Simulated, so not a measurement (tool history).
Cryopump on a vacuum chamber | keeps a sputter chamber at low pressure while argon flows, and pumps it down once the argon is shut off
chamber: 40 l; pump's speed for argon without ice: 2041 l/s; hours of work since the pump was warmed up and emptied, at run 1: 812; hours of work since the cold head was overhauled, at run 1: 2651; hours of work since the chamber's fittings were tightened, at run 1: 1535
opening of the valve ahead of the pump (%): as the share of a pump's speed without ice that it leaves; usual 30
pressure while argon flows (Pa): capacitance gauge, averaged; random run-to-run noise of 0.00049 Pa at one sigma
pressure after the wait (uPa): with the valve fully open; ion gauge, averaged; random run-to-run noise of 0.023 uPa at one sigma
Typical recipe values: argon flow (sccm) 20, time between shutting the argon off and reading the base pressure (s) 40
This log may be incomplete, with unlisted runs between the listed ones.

run     day  argon flow (sccm)  time between shutting the argon off and reading the base pressure (s)  opening of the valve ahead of the pump (%)  hours of work since the pump was warmed up and emptied  hours of work since the cold head was overhauled  hours of work since the chamber's fittings were tightened  pressure while argon flows (Pa)  pressure after the wait (uPa)
  1   0.000                 20                                                                     40                                          30                                                     812                                              2651                                                       1535                           0.0614                           1.83
      2.225  -- pump warmed up, emptied and cooled again
  2   3.896                 20                                                                     40                                          30                                                      33                                              2724                                                       1608                           0.0568                           1.50
  3   6.983                 20                                                                     40                                          30                                                      95                                              2786                                                       1670                           0.0559                           1.63
  4  11.071                 20                                                                     40                                          30                                                     176                                              2867                                                       1751                           0.0562                           1.69
  5  15.200                 20                                                                     40                                          30                                                     258                                              2949                                                       1833                           0.0571                           1.83
  6  19.112                 23                                                                    227                                          30                                                     336                                              3027                                                       1911                           0.0671                           1.40
  7  24.138                 10                                                                     75                                          49                                                     436                                              3127                                                       2011                           0.0189                           1.75
  8  27.188                 13                                                                     52                                          30                                                     497                                              3188                                                       2072                           0.0384                           1.87
  9  30.554                 20                                                                     64                                          35                                                     564                                              3255                                                       2139                           0.0510                           1.82
 10  34.200                 20                                                                     64                                          35                                                     637                                              3328                                                       2212                           0.0533                           2.03

Here are 4 independent what-if runs from the current tool condition. What would each one return?
  A  39.288                 20                                                                    154                                          35                                                     738                                              3429                                                       2313                                ?                              ?
  B  39.288                 18                                                                     64                                          25                                                     738                                              3429                                                       2313                                ?                              ?
  C  39.288                 16                                                                     22                                          26                                                     738                                              3429                                                       2313                                ?                              ?
  D  39.288                 20                                                                     58                                          35                                                     738                                              3429                                                       2313                                ?                              ?

run  pressure while argon flows (Pa)  pressure after the wait (uPa)
  A                           0.0519                           1.91
  B                           0.0648                           2.05
  C                           0.0551                           2.78
  D                           0.0528                           2.16
Without the tool's unlogged condition, the same runs would have read:
run  pressure while argon flows (Pa)  pressure after the wait (uPa)
  A                           0.0466                           0.31
  B                           0.0601                           0.48
  C                           0.0509                           1.15
  D                           0.0475                           0.51
